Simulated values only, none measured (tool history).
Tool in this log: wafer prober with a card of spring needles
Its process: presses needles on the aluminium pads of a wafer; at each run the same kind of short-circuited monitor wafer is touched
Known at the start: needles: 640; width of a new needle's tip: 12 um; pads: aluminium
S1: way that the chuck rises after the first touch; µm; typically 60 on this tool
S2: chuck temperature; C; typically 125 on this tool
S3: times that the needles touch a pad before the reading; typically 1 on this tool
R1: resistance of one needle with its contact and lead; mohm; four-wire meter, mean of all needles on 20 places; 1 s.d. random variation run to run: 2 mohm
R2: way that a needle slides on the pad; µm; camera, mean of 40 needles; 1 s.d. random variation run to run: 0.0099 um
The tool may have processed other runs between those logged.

run,hour,S1,S2,S3,R1,R2
1,0,60,125,1,234,11.713
# hour 12.3: tips cleaned on abrasive film
# hour 30.3: tips cleaned on abrasive film
2,30.3,60,125,1,216,11.691
# hour 47.7: tips cleaned on abrasive film
3,53,60,125,1,225,11.695
# hour 66.2: tips cleaned on abrasive film
# hour 84.6: tips cleaned on abrasive film
4,84.6,60,125,1,218,11.658
# hour 103.3: tips cleaned on abrasive film
5,116.2,60,125,1,239,11.661
# hour 121: tips cleaned on abrasive film
# hour 139.1: tips cleaned on abrasive film
6,147.9,60,125,1,235,11.636
# hour 157.6: tips cleaned on abrasive film
7,172.2,60,125,1,236,11.637
# hour 175.4: tips cleaned on abrasive film
# hour 183.7: height of the first contact set anew
# hour 195.2: tips cleaned on abrasive film
8,206.5,60,125,1,240,11.722
# hour 212.7: tips cleaned on abrasive film
9,229.3,60,125,1,240,11.706
# hour 232.1: tips cleaned on abrasive film
# hour 250.1: tips cleaned on abrasive film
10,251.7,60,125,1,224,11.709
# hour 269.6: tips cleaned on abrasive film
11,278.1,60,125,1,235,11.694
# hour 289.9: tips cleaned on abrasive film
12,298.6,60,125,2,231,11.689
# hour 310.2: tips cleaned on abrasive film
13,320.4,60,77,2,218,11.675
# hour 330.9: tips cleaned on abrasive film
14,337.2,53,77,2,218,10.289
# hour 348.2: tips cleaned on abrasive film
# hour 367.9: tips cleaned on abrasive film
15,372.9,53,77,2,219,10.275
# hour 387.6: tips cleaned on abrasive film
16,393,53,77,2,219,10.276
# hour 405: tips cleaned on abrasive film
# hour 423.9: tips cleaned on abrasive film
17,432.3,74,106,2,221,14.351
# hour 435.4: height of the first contact set anew
# hour 442.3: tips cleaned on abrasive film
# hour 460.8: tips cleaned on abrasive film
18,463,74,106,2,214,14.45
# hour 481.3: tips cleaned on abrasive film
19,497.9,54,81,3,218,10.534
# hour 500.8: tips cleaned on abrasive film
# hour 518.9: tips cleaned on abrasive film
20,520.2,54,81,3,214,10.504
# hour 536.7: tips cleaned on abrasive film
21,543.2,64,61,1,214,12.462
# hour 556.1: tips cleaned on abrasive film
# hour 576.2: tips cleaned on abrasive film
22,579.4,64,61,1,212,12.441
# hour 595.5: tips cleaned on abrasive film
# hour 614.6: tips cleaned on abrasive film
23,616.4,64,61,1,206,12.42
# hour 632.9: tips cleaned on abrasive film
24,643.5,64,61,1,218,12.435
# hour 650.6: tips cleaned on abrasive film
# hour 668.9: tips cleaned on abrasive film
25,672.5,64,61,1,216,12.378
# hour 687.8: tips cleaned on abrasive film
# hour 688.1: height of the first contact set anew
26,700.3,63,27,1,218,12.323
# hour 706: tips cleaned on abrasive film
# hour 726.2: tips cleaned on abrasive film
27,737.8,60,125,1,237,11.717
# hour 746: tips cleaned on abrasive film
# hour 764.9: tips cleaned on abrasive film
28,770.5,60,125,1,234,11.685
# hour 782.7: tips cleaned on abrasive film
29,795.6,60,63,1,229,11.696
# hour 801.9: tips cleaned on abrasive film
# hour 819.2: tips cleaned on abrasive film
30,828.1,60,63,1,224,11.68
# hour 837.1: tips cleaned on abrasive film
# hour 854.5: tips cleaned on abrasive film
31,854.5,42,97,1,217,8.127
# hour 873.2: tips cleaned on abrasive film
32,874.5,52,86,2,214,10.065

Predict each of these 3 candidate next runs independently; none follows another, all start after run 32:
# hour 893.9: tips cleaned on abrasive film
A,902,45,53,2,?,?
# hour 893.9: tips cleaned on abrasive film
B,902,42,34,1,?,?
# hour 893.9: tips cleaned on abrasive film
C,902,52,86,2,?,?

run,R1,R2
A,223,8.703
B,244,8.1
C,227,10.083
Without the tool's hidden state the same runs would have given:
run,R1,R2
A,201,8.801
B,202,8.198
C,210,10.181

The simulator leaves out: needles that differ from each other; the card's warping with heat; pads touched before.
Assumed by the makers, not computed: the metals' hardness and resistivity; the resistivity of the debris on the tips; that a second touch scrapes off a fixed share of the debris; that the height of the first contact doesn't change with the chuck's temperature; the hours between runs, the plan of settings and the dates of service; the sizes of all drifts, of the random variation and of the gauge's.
